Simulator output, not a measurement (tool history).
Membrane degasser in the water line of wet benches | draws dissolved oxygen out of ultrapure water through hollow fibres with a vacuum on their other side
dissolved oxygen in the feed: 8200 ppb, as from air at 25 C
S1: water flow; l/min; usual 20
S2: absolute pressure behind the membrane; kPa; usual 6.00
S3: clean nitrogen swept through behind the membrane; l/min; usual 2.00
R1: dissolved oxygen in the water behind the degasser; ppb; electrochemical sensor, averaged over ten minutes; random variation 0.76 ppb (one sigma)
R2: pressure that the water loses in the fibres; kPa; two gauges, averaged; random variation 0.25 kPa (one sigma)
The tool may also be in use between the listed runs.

{"run": 1, "hour": 0.0, "S1": 20, "S2": 6.0, "S3": 2.0, "R1": 77.2, "R2": 69.88}
{"run": 2, "hour": 110.2, "S1": 20, "S2": 6.0, "S3": 2.0, "R1": 76.9, "R2": 69.84}
{"run": 3, "hour": 246.3, "S1": 20, "S2": 6.0, "S3": 2.0, "R1": 77.8, "R2": 69.77}
{"run": 4, "hour": 357.4, "S1": 20, "S2": 6.0, "S3": 2.0, "R1": 77.0, "R2": 69.58}
{"run": 5, "hour": 498.2, "S1": 20, "S2": 6.0, "S3": 2.0, "R1": 77.9, "R2": 69.88}
{"run": 6, "hour": 631.0, "S1": 17, "S2": 6.0, "S3": 2.0, "R1": 65.1, "R2": 59.35}
{"run": 7, "hour": 705.8, "S1": 20, "S2": 6.0, "S3": 2.0, "R1": 79.7, "R2": 69.85}
{"run": 8, "hour": 779.4, "S1": 20, "S2": 6.0, "S3": 2.0, "R1": 77.1, "R2": 70.21}
{"run": 9, "hour": 864.0, "S1": 20, "S2": 3.64, "S3": 2.0, "R1": 22.3, "R2": 69.78}
{"run": 10, "hour": 1040.3, "S1": 20, "S2": 12.05, "S3": 2.0, "R1": 218.2, "R2": 69.89}
{"run": 11, "hour": 1126.6, "S1": 20, "S2": 12.05, "S3": 2.0, "R1": 223.8, "R2": 70.22}
{"hour": 1161.2, "done": "seals of the vacuum lines changed"}
{"run": 12, "hour": 1301.1, "S1": 20, "S2": 12.05, "S3": 2.0, "R1": 216.1, "R2": 70.09}
{"hour": 1314.0, "done": "vacuum gauge calibrated"}
{"run": 13, "hour": 1444.8, "S1": 20, "S2": 12.05, "S3": 2.0, "R1": 219.1, "R2": 70.46}
{"run": 14, "hour": 1573.2, "S1": 20, "S2": 5.57, "S3": 2.0, "R1": 73.3, "R2": 70.46}
{"run": 15, "hour": 1709.9, "S1": 20, "S2": 3.98, "S3": 2.0, "R1": 35.6, "R2": 70.3}
{"run": 16, "hour": 1841.4, "S1": 20, "S2": 3.98, "S3": 2.0, "R1": 35.5, "R2": 70.44}
{"hour": 1967.2, "done": "vacuum gauge calibrated, once more"}
{"run": 17, "hour": 1967.3, "S1": 20, "S2": 3.81, "S3": 2.0, "R1": 19.7, "R2": 70.74}
{"run": 18, "hour": 2117.3, "S1": 20, "S2": 14.53, "S3": 3.53, "R1": 157.9, "R2": 70.42}
{"run": 19, "hour": 2192.7, "S1": 20, "S2": 14.53, "S3": 3.53, "R1": 159.0, "R2": 70.86}
{"run": 20, "hour": 2323.5, "S1": 20, "S2": 14.53, "S3": 3.53, "R1": 158.9, "R2": 70.38}
{"run": 21, "hour": 2405.7, "S1": 18, "S2": 6.0, "S3": 3.45, "R1": 39.1, "R2": 63.2}
{"run": 22, "hour": 2545.8, "S1": 19, "S2": 4.01, "S3": 2.0, "R1": 23.6, "R2": 67.1}
{"run": 23, "hour": 2627.8, "S1": 20, "S2": 11.34, "S3": 2.0, "R1": 191.4, "R2": 70.75}
{"run": 24, "hour": 2810.5, "S1": 20, "S2": 11.34, "S3": 2.0, "R1": 194.6, "R2": 71.25}
{"run": 25, "hour": 2991.4, "S1": 15, "S2": 10.06, "S3": 3.27, "R1": 78.7, "R2": 53.67}
{"run": 26, "hour": 3069.7, "S1": 15, "S2": 10.06, "S3": 3.27, "R1": 79.2, "R2": 52.8}
{"run": 27, "hour": 3206.1, "S1": 15, "S2": 10.06, "S3": 3.27, "R1": 79.3, "R2": 52.91}
{"run": 28, "hour": 3334.3, "S1": 13, "S2": 6.0, "S3": 5.59, "R1": 17.8, "R2": 45.68}
{"run": 29, "hour": 3462.7, "S1": 13, "S2": 6.0, "S3": 5.59, "R1": 17.7, "R2": 46.47}
{"run": 30, "hour": 3566.2, "S1": 20, "S2": 5.27, "S3": 1.35, "R1": 79.0, "R2": 71.51}
{"run": 31, "hour": 3702.5, "S1": 28, "S2": 5.27, "S3": 3.5, "R1": 64.6, "R2": 99.79}

Forecast each of these 3 alternatives for the next run:
{"run": "A", "hour": 3794.1, "S1": 14, "S2": 5.27, "S3": 4.05, "R1": "?", "R2": "?"}
{"run": "B", "hour": 3794.1, "S1": 29, "S2": 5.27, "S3": 4.79, "R1": "?", "R2": "?"}
{"run": "C", "hour": 3794.1, "S1": 14, "S2": 3.72, "S3": 3.55, "R1": "?", "R2": "?"}

run=A R1=20.3 R2=49.91
run=B R1=58.2 R2=103.40
run=C R1=6.8 R2=49.95
Without the tool's hidden state the same runs would have given:
run=A R1=18.8 R2=47.63
run=B R1=50.4 R2=98.68
run=C R1=5.5 R2=47.67

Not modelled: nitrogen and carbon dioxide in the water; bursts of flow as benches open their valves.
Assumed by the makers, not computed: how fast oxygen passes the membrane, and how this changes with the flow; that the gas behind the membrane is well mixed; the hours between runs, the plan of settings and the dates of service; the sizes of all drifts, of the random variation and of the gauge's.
